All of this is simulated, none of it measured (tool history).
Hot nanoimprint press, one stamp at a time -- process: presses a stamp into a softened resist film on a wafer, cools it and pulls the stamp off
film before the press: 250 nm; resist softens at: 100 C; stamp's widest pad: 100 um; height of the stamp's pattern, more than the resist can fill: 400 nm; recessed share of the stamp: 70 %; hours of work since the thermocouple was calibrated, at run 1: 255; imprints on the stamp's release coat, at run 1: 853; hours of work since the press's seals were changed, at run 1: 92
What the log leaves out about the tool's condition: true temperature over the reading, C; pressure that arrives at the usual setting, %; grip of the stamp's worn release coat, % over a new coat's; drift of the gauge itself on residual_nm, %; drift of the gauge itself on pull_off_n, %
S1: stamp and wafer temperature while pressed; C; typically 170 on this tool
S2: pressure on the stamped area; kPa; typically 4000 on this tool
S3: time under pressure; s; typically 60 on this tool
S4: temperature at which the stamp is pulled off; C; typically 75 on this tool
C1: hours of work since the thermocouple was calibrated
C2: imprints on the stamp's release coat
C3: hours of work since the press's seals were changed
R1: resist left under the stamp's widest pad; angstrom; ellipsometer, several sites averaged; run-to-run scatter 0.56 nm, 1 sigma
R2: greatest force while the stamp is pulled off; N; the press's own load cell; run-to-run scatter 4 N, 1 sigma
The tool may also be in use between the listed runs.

run 1 hour=0.0 | S1=170 S2=4000 S3=60 S4=75 | C1=255 C2=853 C3=92 | R1=907 R2=213
run 2 hour=18.9 | S1=170 S2=4000 S3=60 S4=75 | C1=267 C2=925 C3=104 | R1=904 R2=204
run 3 hour=48.8 | S1=170 S2=4000 S3=60 S4=75 | C1=287 C2=1039 C3=124 | R1=903 R2=215
run 4 hour=74.8 | S1=170 S2=4000 S3=60 S4=75 | C1=303 C2=1139 C3=140 | R1=904 R2=212
run 5 hour=95.2 | S1=170 S2=4000 S3=60 S4=75 | C1=316 C2=1217 C3=153 | R1=911 R2=213
-- hour=126.1 stamp cleaned and given a new release coat
run 6 hour=126.1 | S1=170 S2=4000 S3=60 S4=75 | C1=332 C2=0 C3=169 | R1=902 R2=192
run 7 hour=146.9 | S1=170 S2=4000 S3=60 S4=75 | C1=346 C2=79 C3=183 | R1=895 R2=201
run 8 hour=171.5 | S1=170 S2=2620 S3=60 S4=75 | C1=362 C2=173 C3=199 | R1=1102 R2=197
run 9 hour=196.9 | S1=170 S2=2620 S3=60 S4=75 | C1=378 C2=270 C3=215 | R1=1103 R2=198
run 10 hour=211.7 | S1=170 S2=4000 S3=60 S4=75 | C1=387 C2=327 C3=224 | R1=896 R2=203
run 11 hour=240.1 | S1=170 S2=4000 S3=60 S4=75 | C1=406 C2=435 C3=243 | R1=902 R2=199
run 12 hour=275.4 | S1=170 S2=4000 S3=60 S4=75 | C1=428 C2=570 C3=265 | R1=898 R2=202
-- hour=284.5 plate thermocouple calibrated
run 13 hour=293.6 | S1=170 S2=4000 S3=60 S4=75 | C1=6 C2=628 C3=275 | R1=879 R2=205
run 14 hour=325.7 | S1=170 S2=4000 S3=60 S4=75 | C1=26 C2=751 C3=296 | R1=874 R2=206
run 15 hour=354.5 | S1=170 S2=4000 S3=60 S4=75 | C1=45 C2=861 C3=314 | R1=886 R2=207
run 16 hour=383.5 | S1=170 S2=3330 S3=50 S4=75 | C1=64 C2=972 C3=333 | R1=1023 R2=210
run 17 hour=409.1 | S1=170 S2=3330 S3=95 S4=75 | C1=80 C2=1070 C3=349 | R1=802 R2=211
run 18 hour=424.2 | S1=170 S2=4000 S3=32 S4=75 | C1=90 C2=1127 C3=359 | R1=1113 R2=217
run 19 hour=439.5 | S1=170 S2=4000 S3=75 S4=83 | C1=100 C2=1186 C3=369 | R1=800 R2=181
-- hour=447.7 plate thermocouple calibrated, once more
run 20 hour=459.6 | S1=163 S2=2550 S3=61 S4=69 | C1=8 C2=1251 C3=380 | R1=1469 R2=245
-- hour=481.4 stamp cleaned and given a new release coat
run 21 hour=489.3 | S1=182 S2=4000 S3=32 S4=71 | C1=23 C2=30 C3=395 | R1=733 R2=221
run 22 hour=525.1 | S1=182 S2=4000 S3=32 S4=71 | C1=46 C2=167 C3=418 | R1=746 R2=207
run 23 hour=553.0 | S1=170 S2=4000 S3=52 S4=72 | C1=64 C2=273 C3=436 | R1=985 R2=210
run 24 hour=568.3 | S1=180 S2=5550 S3=52 S4=72 | C1=74 C2=332 C3=446 | R1=562 R2=211
run 25 hour=584.5 | S1=180 S2=5550 S3=52 S4=72 | C1=84 C2=394 C3=456 | R1=557 R2=212
run 26 hour=607.1 | S1=180 S2=5550 S3=47 S4=79 | C1=99 C2=480 C3=471 | R1=583 R2=188
run 27 hour=628.2 | S1=180 S2=5550 S3=47 S4=79 | C1=112 C2=561 C3=484 | R1=584 R2=189
run 28 hour=657.5 | S1=180 S2=5550 S3=47 S4=79 | C1=131 C2=673 C3=503 | R1=575 R2=192
run 29 hour=685.0 | S1=178 S2=6120 S3=47 S4=79 | C1=149 C2=778 C3=521 | R1=593 R2=183

Selected run-to-run steps in R1, each split into two signed amounts: the part the tool would show with no hidden state at all (from settings, incoming material and random variation), and the remainder, which goes to the hidden state together with any gauge scatter not common to the measured and the hidden-state-free results:
Run 12 -> 13: plate thermocouple calibrated. R1 -19 angstrom: hidden state -14, all else -5.
Run 19 -> 20: S1 170 -> 163, S2 4000 -> 2550, S3 75 -> 61, S4 83 -> 69, plate thermocouple calibrated, once more. R1 +669 angstrom: hidden state +35, all else +634.
Run 20 -> 21: S1 163 -> 182, S2 2550 -> 4000, S3 61 -> 32, S4 69 -> 71, stamp cleaned and given a new release coat. R1 -736 angstrom: hidden state +5, all else -741.
